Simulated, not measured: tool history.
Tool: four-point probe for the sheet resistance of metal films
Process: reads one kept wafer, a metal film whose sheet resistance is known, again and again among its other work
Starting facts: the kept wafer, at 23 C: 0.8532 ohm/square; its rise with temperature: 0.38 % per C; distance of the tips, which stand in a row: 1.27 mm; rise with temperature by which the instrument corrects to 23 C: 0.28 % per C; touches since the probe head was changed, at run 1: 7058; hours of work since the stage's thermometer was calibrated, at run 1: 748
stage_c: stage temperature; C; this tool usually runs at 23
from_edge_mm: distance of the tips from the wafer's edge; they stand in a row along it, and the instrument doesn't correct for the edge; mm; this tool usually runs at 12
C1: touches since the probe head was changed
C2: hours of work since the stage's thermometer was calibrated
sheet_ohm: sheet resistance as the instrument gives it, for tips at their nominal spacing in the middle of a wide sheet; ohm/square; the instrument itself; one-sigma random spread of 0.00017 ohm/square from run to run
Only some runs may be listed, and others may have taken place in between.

{"run": 1, "day": 0.0, "stage_c": 23, "from_edge_mm": 12, "C1": 7058, "C2": 748, "sheet_ohm": 0.85827}
{"run": 2, "day": 0.467, "stage_c": 23, "from_edge_mm": 49, "C1": 7600, "C2": 757, "sheet_ohm": 0.853433}
{"run": 3, "day": 0.967, "stage_c": 23, "from_edge_mm": 12, "C1": 8184, "C2": 766, "sheet_ohm": 0.858361}
{"run": 4, "day": 1.458, "stage_c": 23, "from_edge_mm": 12, "C1": 8761, "C2": 774, "sheet_ohm": 0.858401}
{"run": 5, "day": 2.05, "stage_c": 23, "from_edge_mm": 12, "C1": 9452, "C2": 785, "sheet_ohm": 0.858644}
{"run": 6, "day": 2.538, "stage_c": 23, "from_edge_mm": 12, "C1": 10018, "C2": 794, "sheet_ohm": 0.858638}
{"run": 7, "day": 2.842, "stage_c": 23, "from_edge_mm": 12, "C1": 10374, "C2": 799, "sheet_ohm": 0.858523}
{"run": 8, "day": 3.158, "stage_c": 23, "from_edge_mm": 12, "C1": 10743, "C2": 805, "sheet_ohm": 0.858241}
{"run": 9, "day": 3.55, "stage_c": 23, "from_edge_mm": 12, "C1": 11203, "C2": 812, "sheet_ohm": 0.858422}
{"run": 10, "day": 3.867, "stage_c": 23, "from_edge_mm": 12, "C1": 11571, "C2": 817, "sheet_ohm": 0.858331}
{"run": 11, "day": 4.304, "stage_c": 23, "from_edge_mm": 12, "C1": 12081, "C2": 825, "sheet_ohm": 0.858428}
{"run": 12, "day": 4.612, "stage_c": 23, "from_edge_mm": 12, "C1": 12440, "C2": 831, "sheet_ohm": 0.858177}
{"run": 13, "day": 5.012, "stage_c": 23, "from_edge_mm": 35, "C1": 12908, "C2": 838, "sheet_ohm": 0.853584}
{"run": 14, "day": 5.425, "stage_c": 23, "from_edge_mm": 35, "C1": 13392, "C2": 845, "sheet_ohm": 0.853761}
{"run": 15, "day": 5.958, "stage_c": 21, "from_edge_mm": 45, "C1": 14014, "C2": 855, "sheet_ohm": 0.852162}
{"run": 16, "day": 6.246, "stage_c": 21, "from_edge_mm": 45, "C1": 14349, "C2": 860, "sheet_ohm": 0.851356}
{"run": 17, "day": 6.692, "stage_c": 28, "from_edge_mm": 14, "C1": 14869, "C2": 868, "sheet_ohm": 0.860853}
{"run": 18, "day": 7.067, "stage_c": 25, "from_edge_mm": 18, "C1": 15309, "C2": 874, "sheet_ohm": 0.85708}
{"run": 19, "day": 7.6, "stage_c": 19, "from_edge_mm": 3, "C1": 15929, "C2": 884, "sheet_ohm": 0.924235}
{"run": 20, "day": 8.146, "stage_c": 23, "from_edge_mm": 18, "C1": 16564, "C2": 893, "sheet_ohm": 0.855403}
{"run": 21, "day": 8.517, "stage_c": 21, "from_edge_mm": 46, "C1": 16997, "C2": 900, "sheet_ohm": 0.851757}
{"run": 22, "day": 8.979, "stage_c": 21, "from_edge_mm": 7, "C1": 17537, "C2": 908, "sheet_ohm": 0.866561}
{"run": 23, "day": 9.246, "stage_c": 19, "from_edge_mm": 15, "C1": 17851, "C2": 913, "sheet_ohm": 0.853109}
{"run": 24, "day": 9.525, "stage_c": 19, "from_edge_mm": 15, "C1": 18174, "C2": 918, "sheet_ohm": 0.853167}
{"run": 25, "day": 9.854, "stage_c": 19, "from_edge_mm": 15, "C1": 18562, "C2": 924, "sheet_ohm": 0.853191}
{"run": 26, "day": 10.333, "stage_c": 23, "from_edge_mm": 8, "C1": 19121, "C2": 932, "sheet_ohm": 0.864559}
{"run": 27, "day": 10.892, "stage_c": 25, "from_edge_mm": 5, "C1": 19772, "C2": 942, "sheet_ohm": 0.883415}

Consider 5 possible next runs. They are alternatives, not a sequence: every one starts from the tool as it was left by run 27. What does each give?
{"run": "A", "day": 11.421, "stage_c": 25, "from_edge_mm": 31, "C1": 20387, "C2": 952, "sheet_ohm": "?"}
{"run": "B", "day": 11.421, "stage_c": 22, "from_edge_mm": 4, "C1": 20387, "C2": 952, "sheet_ohm": "?"}
{"run": "C", "day": 11.421, "stage_c": 32, "from_edge_mm": 14, "C1": 20387, "C2": 952, "sheet_ohm": "?"}
{"run": "D", "day": 11.421, "stage_c": 31, "from_edge_mm": 15, "C1": 20387, "C2": 952, "sheet_ohm": "?"}
{"run": "E", "day": 11.421, "stage_c": 30, "from_edge_mm": 13, "C1": 20387, "C2": 952, "sheet_ohm": "?"}

run=A sheet_ohm=0.855814
run=B sheet_ohm=0.896060
run=C sheet_ohm=0.864310
run=D sheet_ohm=0.862914
run=E sheet_ohm=0.863314
Had the tool no hidden state, the same runs would have come out as:
run=A sheet_ohm=0.855821
run=B sheet_ohm=0.896068
run=C sheet_ohm=0.864317
run=D sheet_ohm=0.862922
run=E sheet_ohm=0.863322
